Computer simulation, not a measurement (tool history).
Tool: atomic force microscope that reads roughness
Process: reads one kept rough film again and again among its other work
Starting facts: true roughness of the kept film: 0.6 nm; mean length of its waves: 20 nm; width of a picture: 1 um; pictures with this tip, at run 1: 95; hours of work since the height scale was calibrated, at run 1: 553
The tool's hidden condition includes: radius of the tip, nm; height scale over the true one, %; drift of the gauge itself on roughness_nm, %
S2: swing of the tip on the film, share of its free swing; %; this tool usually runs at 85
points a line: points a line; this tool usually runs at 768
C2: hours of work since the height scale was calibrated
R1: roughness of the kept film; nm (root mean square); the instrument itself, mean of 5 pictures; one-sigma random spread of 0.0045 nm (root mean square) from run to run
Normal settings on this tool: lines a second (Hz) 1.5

Run 1, hour 0: usual settings; pictures with this tip 95; C2 553. Result: R1 0.529 nm (root mean square).
Run 2, hour 27.1: usual settings; pictures with this tip 122; C2 569. Result: R1 0.535 nm (root mean square).
At hour 74.5: new tip fitted.
Run 3, hour 74.6: usual settings; pictures with this tip 0; C2 596. Result: R1 0.533 nm (root mean square).
Run 4, hour 100.9: usual settings; pictures with this tip 26; C2 611. Result: R1 0.533 nm (root mean square).
Run 5, hour 144.9: usual settings but lines a second (Hz) 3.92; pictures with this tip 69; C2 636. Result: R1 0.494 nm (root mean square).
Run 6, hour 192.9: usual settings but S2 57 %; pictures with this tip 116; C2 664. Result: R1 0.547 nm (root mean square).
Run 7, hour 228.2: usual settings but S2 57 %; pictures with this tip 150; C2 684. Result: R1 0.545 nm (root mean square).
At hour 246.3: new tip fitted.
Run 8, hour 274.7: usual settings but S2 57 %; pictures with this tip 28; C2 711. Result: R1 0.557 nm (root mean square).
Run 9, hour 308: usual settings but S2 57 %; pictures with this tip 61; C2 730. Result: R1 0.555 nm (root mean square).
Run 10, hour 348.1: usual settings but S2 58 %; pictures with this tip 100; C2 753. Result: R1 0.556 nm (root mean square).
Run 11, hour 391.5: usual settings but points a line 437; pictures with this tip 142; C2 778. Result: R1 0.525 nm (root mean square).
At hour 417.7: new tip fitted.
Run 12, hour 430.4: usual settings; pictures with this tip 12; C2 800. Result: R1 0.533 nm (root mean square).
Run 13, hour 454.1: usual settings; pictures with this tip 36; C2 813. Result: R1 0.545 nm (root mean square).
Run 14, hour 481.5: usual settings; pictures with this tip 62; C2 829. Result: R1 0.533 nm (root mean square).
Run 15, hour 512.6: usual settings; pictures with this tip 93; C2 847. Result: R1 0.535 nm (root mean square).
Run 16, hour 552.7: usual settings but points a line 958; pictures with this tip 132; C2 870. Result: R1 0.536 nm (root mean square).
At hour 589.7: new tip fitted.
Run 17, hour 601.3: usual settings but lines a second (Hz) 0.57; pictures with this tip 12; C2 898. Result: R1 0.548 nm (root mean square).
Run 18, hour 622.3: usual settings but lines a second (Hz) 3.69; pictures with this tip 32; C2 910. Result: R1 0.505 nm (root mean square).
Run 19, hour 651.9: usual settings but lines a second (Hz) 2.22; pictures with this tip 61; C2 927. Result: R1 0.519 nm (root mean square).
Run 20, hour 700.3: usual settings but lines a second (Hz) 2.22; pictures with this tip 108; C2 954. Result: R1 0.524 nm (root mean square).
Run 21, hour 744.4: usual settings but lines a second (Hz) 2.22; pictures with this tip 151; C2 980. Result: R1 0.521 nm (root mean square).
At hour 761.9: new tip fitted.
Run 22, hour 783.4: usual settings but S2 73 %; pictures with this tip 21; C2 1002. Result: R1 0.544 nm (root mean square).
Run 23, hour 823.3: usual settings but lines a second (Hz) 3.48; pictures with this tip 60; C2 1025. Result: R1 0.502 nm (root mean square).
At hour 851.6: height scale calibrated on a step standard.
Run 24, hour 872: usual settings; pictures with this tip 106; C2 12. Result: R1 0.526 nm (root mean square).
Run 25, hour 899: usual settings; pictures with this tip 133; C2 27. Result: R1 0.527 nm (root mean square).
Run 26, hour 929.4: usual settings; pictures with this tip 162; C2 45. Result: R1 0.526 nm (root mean square).
At hour 937.2: new tip fitted.
Run 27, hour 976.4: usual settings but S2 86 %, points a line 512; pictures with this tip 39; C2 71. Result: R1 0.529 nm (root mean square).
Run 28, hour 997: usual settings but lines a second (Hz) 0.93, S2 78 %, points a line 362; pictures with this tip 59; C2 83. Result: R1 0.535 nm (root mean square).
Run 29, hour 1041.3: usual settings but lines a second (Hz) 0.55, S2 56 %; pictures with this tip 102; C2 109. Result: R1 0.563 nm (root mean square).
Run 30, hour 1073.1: usual settings but lines a second (Hz) 0.75, S2 66 %, points a line 817; pictures with this tip 133; C2 127. Result: R1 0.553 nm (root mean square).

For run 31, what comes out?
Run 31, hour 1099.1: usual settings but lines a second (Hz) 0.75, S2 66 %, points a line 817; pictures with this tip 158; C2 142. Result: R1 ?.

{"run 31": {"R1": 0.545}}
On a tool with no hidden condition, and with the same random variation, this run would have come out at R1 0.548 nm (root mean square).

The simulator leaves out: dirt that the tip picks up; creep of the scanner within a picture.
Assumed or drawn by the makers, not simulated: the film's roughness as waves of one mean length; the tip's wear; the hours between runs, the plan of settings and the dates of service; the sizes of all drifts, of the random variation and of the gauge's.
